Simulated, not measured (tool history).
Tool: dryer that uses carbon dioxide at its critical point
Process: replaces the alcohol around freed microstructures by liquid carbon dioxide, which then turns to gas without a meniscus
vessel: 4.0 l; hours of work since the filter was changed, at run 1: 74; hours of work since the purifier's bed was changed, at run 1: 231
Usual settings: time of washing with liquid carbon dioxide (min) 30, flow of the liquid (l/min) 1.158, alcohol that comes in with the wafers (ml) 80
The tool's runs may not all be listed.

run   hour  time of washing with liquid carbon dioxide (min)  flow of the liquid (l/min)  alcohol that comes in with the wafers (ml)  hours of work since the filter was changed  hours of work since the purifier's bed was changed  alcohol left in the vessel before it's heated (ppm by volume)
  1      0                                                30                       1.158                                          80                                          74                                                 231                                                             84
  2   19.6                                                30                       1.158                                          80                                          86                                                 243                                                             96
  3     50                                                30                       1.158                                          80                                         104                                                 261                                                             98
  4   80.9                                                30                       1.158                                          80                                         123                                                 280                                                            113
  5  103.8                                                30                       1.158                                          80                                         137                                                 293                                                            125
  6  118.5                                                30                       1.158                                          80                                         146                                                 302                                                            120
  7  138.8                                                30                       1.158                                          80                                         158                                                 315                                                            121
  8  163.2                                                30                       1.158                                          79                                         173                                                 329                                                            124
  9  180.1                                                30                       1.158                                          80                                         183                                                 340                                                            126
 10  193.8                                                30                       1.158                                          80                                         191                                                 348                                                            131
 11  209.4                                                30                       1.158                                          59                                         200                                                 357                                                            129
 12  234.3                                                30                       1.158                                          59                                         215                                                 372                                                            129
 13    261                                                30                       1.158                                          59                                         232                                                 388                                                            141
 14    280                                                30                       1.158                                          80                                         243                                                 400                                                            152
 15    300                                                30                       1.158                                          80                                         255                                                 412                                                            161
     308.2  -- inlet filter changed
 16  327.4                                                30                        0.91                                          80                                          12                                                 428                                                            202
 17  352.9                                                30                       1.158                                          80                                          27                                                 443                                                            146
 18  367.9                                                30                        1.07                                          80                                          36                                                 452                                                            164
 19  380.9                                                21                        0.86                                          32                                          44                                                 460                                                            343
 20  407.9                                                34                        0.72                                          80                                          60                                                 476                                                            297
 21    427                                                34                        0.72                                          80                                          72                                                 488                                                            306
 22  441.1                                                22                        0.87                                          80                                          80                                                 496                                                            558
 23  461.5                                                30                        0.83                                          44                                          92                                                 509                                                            232
 24    475                                                30                       1.158                                          83                                         101                                                 517                                                            175
 25  493.4                                                30                        1.49                                          41                                         112                                                 528                                                            164
 26  507.7                                                20                           1                                          40                                         120                                                 536                                                            346
 27  521.4                                                43                        1.26                                          80                                         129                                                 545                                                            169
 28  548.6                                                43                        1.26                                          80                                         145                                                 561                                                            175
 29  578.9                                                47                       1.158                                          34                                         163                                                 579                                                            172
 30  603.7                                                34                        1.25                                          34                                         178                                                 594                                                            184
 31  621.9                                                28                        1.77                                          80                                         189                                                 605                                                            184
 32  635.1                                                28                        1.77                                          80                                         197                                                 613                                                            201
 33  662.2                                                28                        1.77                                          80                                         213                                                 630                                                            195
 34  684.4                                                18                        1.15                                          80                                         227                                                 643                                                            558
 35    706                                                18                        0.72                                          33                                         240                                                 656                                                            926
 36  722.8                                                42                        0.92                                          25                                         250                                                 666                                                            209

Hidden state at the last listed run before each entry between runs and at the first one after, where it differs:
Between runs 15 and 16: inlet filter changed (hour 308.2)
  flow that reaches the vessel past the clogged filter, %: 91.4 -> 99.4; alcohol in the recycled carbon dioxide, ppm: 128.9 -> 133.7
  measured less the result without the state, alcohol left in the vessel before it's heated (ppm by volume): +137 -> +130
